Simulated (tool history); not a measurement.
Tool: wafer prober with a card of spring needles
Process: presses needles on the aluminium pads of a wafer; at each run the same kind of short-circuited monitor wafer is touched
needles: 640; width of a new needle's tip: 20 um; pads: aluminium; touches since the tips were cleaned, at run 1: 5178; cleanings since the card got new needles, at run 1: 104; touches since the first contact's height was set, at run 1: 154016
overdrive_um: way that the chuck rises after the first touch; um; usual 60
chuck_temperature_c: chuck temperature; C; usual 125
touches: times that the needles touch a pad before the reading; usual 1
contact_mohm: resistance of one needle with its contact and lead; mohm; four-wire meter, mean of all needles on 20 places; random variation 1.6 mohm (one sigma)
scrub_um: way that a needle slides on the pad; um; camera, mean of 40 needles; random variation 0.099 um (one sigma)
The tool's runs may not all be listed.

| run | day | overdrive_um | chuck_temperature_c | touches | touches since the tips were cleaned | cleanings since the card got new needles | touches since the first contact's height was set | contact_mohm | scrub_um |
|---|---|---|---|---|---|---|---|---|---|
| 1 | 0.000 | 60 | 125 | 1 | 5178 | 104 | 154016 | 159 | 15.92 |
|  | 0.088 | tips cleaned on abrasive film |
|  | 0.517 | tips cleaned on abrasive film |
|  | 0.958 | tips cleaned on abrasive film |
|  | 1.367 | tips cleaned on abrasive film |
| 2 | 1.367 | 60 | 120 | 1 | 0 | 108 | 176678 | 162 | 15.93 |
|  | 1.829 | tips cleaned on abrasive film |
|  | 2.238 | tips cleaned on abrasive film |
| 3 | 2.408 | 60 | 125 | 1 | 2886 | 110 | 194023 | 162 | 15.72 |
|  | 2.638 | tips cleaned on abrasive film |
|  | 2.821 | height of the first contact set anew |
|  | 3.038 | tips cleaned on abrasive film |
| 4 | 3.350 | 60 | 125 | 1 | 5250 | 112 | 8822 | 161 | 16.05 |
|  | 3.446 | tips cleaned on abrasive film |
|  | 3.892 | tips cleaned on abrasive film |
|  | 4.296 | tips cleaned on abrasive film |
|  | 4.729 | tips cleaned on abrasive film |
| 5 | 4.896 | 60 | 125 | 1 | 2771 | 116 | 34481 | 160 | 15.94 |
|  | 5.183 | tips cleaned on abrasive film |
| 6 | 5.529 | 60 | 125 | 1 | 5819 | 117 | 45052 | 163 | 15.89 |
|  | 5.629 | tips cleaned on abrasive film |
|  | 6.062 | tips cleaned on abrasive film |
|  | 6.496 | tips cleaned on abrasive film |
| 7 | 6.496 | 60 | 125 | 1 | 0 | 120 | 61055 | 163 | 15.77 |
|  | 6.933 | tips cleaned on abrasive film |
| 8 | 7.221 | 60 | 125 | 1 | 4831 | 121 | 73135 | 165 | 15.88 |
|  | 7.317 | tips cleaned on abrasive film |
|  | 7.742 | tips cleaned on abrasive film |
|  | 8.208 | tips cleaned on abrasive film |
|  | 8.638 | tips cleaned on abrasive film |
| 9 | 8.708 | 60 | 39 | 1 | 1197 | 125 | 97849 | 145 | 15.78 |
|  | 9.092 | tips cleaned on abrasive film |
|  | 9.567 | tips cleaned on abrasive film |
| 10 | 9.883 | 67 | 39 | 1 | 5349 | 127 | 117423 | 140 | 17.82 |
|  | 9.983 | tips cleaned on abrasive film |
|  | 10.458 | tips cleaned on abrasive film |
| 11 | 10.758 | 60 | 125 | 1 | 5011 | 129 | 131932 | 162 | 15.90 |
|  | 10.850 | tips cleaned on abrasive film |
|  | 11.296 | tips cleaned on abrasive film |
|  | 11.750 | tips cleaned on abrasive film |
| 12 | 11.758 | 60 | 125 | 1 | 136 | 132 | 148555 | 162 | 15.77 |
|  | 12.138 | tips cleaned on abrasive film |
| 13 | 12.392 | 60 | 125 | 2 | 4247 | 133 | 159095 | 158 | 15.82 |
|  | 12.583 | tips cleaned on abrasive film |
|  | 13.021 | tips cleaned on abrasive film |
|  | 13.462 | tips cleaned on abrasive film |
| 14 | 13.808 | 60 | 92 | 1 | 5801 | 136 | 182651 | 158 | 16.08 |
|  | 13.908 | tips cleaned on abrasive film |
|  | 14.367 | tips cleaned on abrasive film |
|  | 14.842 | tips cleaned on abrasive film |
|  | 14.950 | height of the first contact set anew |
| 15 | 15.054 | 60 | 125 | 1 | 3308 | 139 | 1724 | 161 | 15.77 |
|  | 15.317 | tips cleaned on abrasive film |
|  | 15.758 | tips cleaned on abrasive film |
| 16 | 15.958 | 56 | 99 | 1 | 3370 | 141 | 16780 | 160 | 14.98 |
|  | 16.150 | tips cleaned on abrasive film |
|  | 16.600 | tips cleaned on abrasive film |
| 17 | 16.658 | 45 | 49 | 1 | 941 | 143 | 28354 | 150 | 11.79 |
|  | 17.000 | tips cleaned on abrasive film |
|  | 17.454 | tips cleaned on abrasive film |
| 18 | 17.742 | 50 | 49 | 3 | 4817 | 145 | 46443 | 150 | 13.38 |
|  | 17.842 | tips cleaned on abrasive film |
|  | 18.304 | tips cleaned on abrasive film |
| 19 | 18.579 | 46 | 35 | 1 | 4607 | 147 | 60303 | 150 | 12.31 |
|  | 18.750 | tips cleaned on abrasive film |
|  | 19.162 | tips cleaned on abrasive film |
| 20 | 19.458 | 46 | 35 | 1 | 4942 | 149 | 74928 | 153 | 12.17 |
|  | 19.554 | tips cleaned on abrasive film |
|  | 19.996 | tips cleaned on abrasive film |
|  | 20.438 | tips cleaned on abrasive film |
|  | 20.908 | tips cleaned on abrasive film |
| 21 | 20.908 | 46 | 32 | 1 | 0 | 153 | 98967 | 148 | 12.10 |
|  | 21.333 | tips cleaned on abrasive film |
|  | 21.767 | tips cleaned on abrasive film |
| 22 | 21.833 | 72 | 125 | 1 | 1116 | 155 | 114406 | 159 | 18.85 |
|  | 22.217 | tips cleaned on abrasive film |
|  | 22.596 | tips cleaned on abrasive film |
|  | 23.029 | tips cleaned on abrasive film |
| 23 | 23.246 | 60 | 125 | 2 | 3577 | 158 | 137848 | 162 | 15.89 |
|  | 23.496 | tips cleaned on abrasive film |
| 24 | 23.875 | 60 | 125 | 2 | 6328 | 159 | 148347 | 162 | 16.00 |
|  | 23.946 | tips cleaned on abrasive film |
|  | 24.396 | tips cleaned on abrasive film |
|  | 24.871 | tips cleaned on abrasive film |
| 25 | 25.212 | 60 | 125 | 2 | 5782 | 162 | 170620 | 162 | 15.89 |
|  | 25.288 | tips cleaned on abrasive film |
|  | 25.762 | tips cleaned on abrasive film |
|  | 26.192 | tips cleaned on abrasive film |
| 26 | 26.192 | 61 | 47 | 2 | 0 | 165 | 186842 | 148 | 16.14 |
|  | 26.642 | tips cleaned on abrasive film |
|  | 27.021 | height of the first contact set anew |
| 27 | 27.021 | 61 | 47 | 2 | 6184 | 166 | 0 | 148 | 16.17 |
|  | 27.100 | tips cleaned on abrasive film |
|  | 27.529 | tips cleaned on abrasive film |
|  | 27.933 | tips cleaned on abrasive film |
| 28 | 28.158 | 61 | 47 | 2 | 3783 | 169 | 18855 | 150 | 16.17 |
|  | 28.325 | tips cleaned on abrasive film |
|  | 28.792 | tips cleaned on abrasive film |
|  | 29.250 | tips cleaned on abrasive film |
| 29 | 29.433 | 61 | 47 | 2 | 3047 | 172 | 40030 | 146 | 16.20 |
|  | 29.688 | tips cleaned on abrasive film |
|  | 30.104 | tips cleaned on abrasive film |
| 30 | 30.212 | 61 | 47 | 2 | 1868 | 174 | 53015 | 148 | 16.08 |

How the hidden state differs across the entries between the runs, from the last listed run before each to the first after it:
Between runs 1 and 2: tips cleaned on abrasive film (day 0.088); tips cleaned on abrasive film (day 0.517); tips cleaned on abrasive film (day 0.958); tips cleaned on abrasive film (day 1.367)
  debris on the tips, nm: 0.2 -> 0; tips' diameter, um: 20.01 -> 20.02
Between runs 2 and 3: tips cleaned on abrasive film (day 1.829); tips cleaned on abrasive film (day 2.238)
  debris on the tips, nm: 0 -> 0.1
Between runs 3 and 4: tips cleaned on abrasive film (day 2.638); height of the first contact set anew (day 2.821); tips cleaned on abrasive film (day 3.038)
  debris on the tips, nm: 0.1 -> 0.2; way that the needles fall short of the set height, um: 0.01 -> 0
Between runs 4 and 5: tips cleaned on abrasive film (day 3.446); tips cleaned on abrasive film (day 3.892); tips cleaned on abrasive film (day 4.296); tips cleaned on abrasive film (day 4.729)
  debris on the tips, nm: 0.2 -> 0.1
Between runs 5 and 6: tips cleaned on abrasive film (day 5.183)
  debris on the tips, nm: 0.1 -> 0.2
Between runs 6 and 7: tips cleaned on abrasive film (day 5.629); tips cleaned on abrasive film (day 6.062); tips cleaned on abrasive film (day 6.496)
  debris on the tips, nm: 0.2 -> 0
Between runs 7 and 8: tips cleaned on abrasive film (day 6.933)
  debris on the tips, nm: 0 -> 0.2
Between runs 8 and 9: tips cleaned on abrasive film (day 7.317); tips cleaned on abrasive film (day 7.742); tips cleaned on abrasive film (day 8.208); tips cleaned on abrasive film (day 8.638)
  debris on the tips, nm: 0.2 -> 0.1; way that the needles fall short of the set height, um: 0 -> 0.01
Between runs 9 and 10: tips cleaned on abrasive film (day 9.092); tips cleaned on abrasive film (day 9.567)
  debris on the tips, nm: 0.1 -> 0.2
Between runs 10 and 11: tips cleaned on abrasive film (day 9.983); tips cleaned on abrasive film (day 10.458)
  no hidden state differs between the two runs
Between runs 11 and 12: tips cleaned on abrasive film (day 10.850); tips cleaned on abrasive film (day 11.296); tips cleaned on abrasive film (day 11.750)
  debris on the tips, nm: 0.2 -> 0
Between runs 12 and 13: tips cleaned on abrasive film (day 12.138)
  debris on the tips, nm: 0 -> 0.2
Between runs 13 and 14: tips cleaned on abrasive film (day 12.583); tips cleaned on abrasive film (day 13.021); tips cleaned on abrasive film (day 13.462)
  no hidden state differs between the two runs
Between runs 14 and 15: tips cleaned on abrasive film (day 13.908); tips cleaned on abrasive film (day 14.367); tips cleaned on abrasive film (day 14.842); height of the first contact set anew (day 14.950)
  way that the needles fall short of the set height, um: 0.01 -> 0
Between runs 15 and 16: tips cleaned on abrasive film (day 15.317); tips cleaned on abrasive film (day 15.758)
  no hidden state differs between the two runs
Between runs 16 and 17: tips cleaned on abrasive film (day 16.150); tips cleaned on abrasive film (day 16.600)
  debris on the tips, nm: 0.2 -> 0.1
Between runs 17 and 18: tips cleaned on abrasive film (day 17.000); tips cleaned on abrasive film (day 17.454)
  debris on the tips, nm: 0.1 -> 0.2
Between runs 18 and 19: tips cleaned on abrasive film (day 17.842); tips cleaned on abrasive film (day 18.304)
  no hidden state differs between the two runs
Between runs 19 and 20: tips cleaned on abrasive film (day 18.750); tips cleaned on abrasive film (day 19.162)
  no hidden state differs between the two runs
Between runs 20 and 21: tips cleaned on abrasive film (day 19.554); tips cleaned on abrasive film (day 19.996); tips cleaned on abrasive film (day 20.438); tips cleaned on abrasive film (day 20.908)
  debris on the tips, nm: 0.2 -> 0; way that the needles fall short of the set height, um: 0 -> 0.01
Between runs 21 and 22: tips cleaned on abrasive film (day 21.333); tips cleaned on abrasive film (day 21.767)
  debris on the tips, nm: 0 -> 0.1
Between runs 22 and 23: tips cleaned on abrasive film (day 22.217); tips cleaned on abrasive film (day 22.596); tips cleaned on abrasive film (day 23.029)
  debris on the tips, nm: 0.1 -> 0.2
Between runs 23 and 24: tips cleaned on abrasive film (day 23.496)
  no hidden state differs between the two runs
Between runs 24 and 25: tips cleaned on abrasive film (day 23.946); tips cleaned on abrasive film (day 24.396); tips cleaned on abrasive film (day 24.871)
  no hidden state differs between the two runs
Between runs 25 and 26: tips cleaned on abrasive film (day 25.288); tips cleaned on abrasive film (day 25.762); tips cleaned on abrasive film (day 26.192)
  debris on the tips, nm: 0.2 -> 0
Between runs 26 and 27: tips cleaned on abrasive film (day 26.642); height of the first contact set anew (day 27.021)
  debris on the tips, nm: 0 -> 0.2; way that the needles fall short of the set height, um: 0.01 -> 0
Between runs 27 and 28: tips cleaned on abrasive film (day 27.100); tips cleaned on abrasive film (day 27.529); tips cleaned on abrasive film (day 27.933)
  no hidden state differs between the two runs
Between runs 28 and 29: tips cleaned on abrasive film (day 28.325); tips cleaned on abrasive film (day 28.792); tips cleaned on abrasive film (day 29.250)
  no hidden state differs between the two runs
Between runs 29 and 30: tips cleaned on abrasive film (day 29.688); tips cleaned on abrasive film (day 30.104)
  debris on the tips, nm: 0.2 -> 0.1
